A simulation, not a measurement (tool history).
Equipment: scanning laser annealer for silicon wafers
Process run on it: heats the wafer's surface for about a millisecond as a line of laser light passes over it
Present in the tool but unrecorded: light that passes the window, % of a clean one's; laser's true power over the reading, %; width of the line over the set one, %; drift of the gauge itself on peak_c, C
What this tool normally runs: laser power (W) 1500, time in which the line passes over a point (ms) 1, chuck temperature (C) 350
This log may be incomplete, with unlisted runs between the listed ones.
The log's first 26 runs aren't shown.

run	hour	laser power (W)	time in which the line passes over a point (ms)	chuck temperature (C)	hours of work since the window was cleaned	hours of work since the power meter was calibrated	hours of work since the optics were aligned	highest temperature of the surface (C)
27	586.2	1440	1.2	350	620	647	20	1141
28	613.1	1447	1	348	633	659	33	1068
29	643.7	1447	1	348	647	674	47	1066
30	667.3	1592	0.71	335	658	685	58	1006
# hour 693.6: optics aligned, line set to its width, once more
31	702.4	1592	0.71	335	673	699	4	1011
32	728.5	1635	1	348	685	711	16	1201
33	752.5	1283	0.86	315	696	722	28	879
34	782	1283	0.86	315	710	736	41	882
35	796.5	1641	1.02	356	717	743	48	1225
36	817.4	1641	1.06	321	726	753	58	1206
37	830.5	1649	1	360	733	759	64	1220
38	853.3	1649	1	360	743	770	75	1219
39	869.2	1306	1	355	751	777	82	986
40	897.1	1636	0.91	363	764	790	95	1171
41	927.6	1636	0.91	363	778	804	110	1165

What if the next run were any one of these 3? Each begins from the tool's condition after run 41:
A	954.6	1443	0.84	335	791	817	122	?
B	954.6	1636	0.91	318	791	817	122	?
C	954.6	1500	1	353	791	817	122	?

run	highest temperature of the surface (C)
A	987
B	1123
C	1106
Stripped of hidden state, with their random variation kept, the same runs would have yielded:
run	highest temperature of the surface (C)
A	1029
B	1174
C	1154
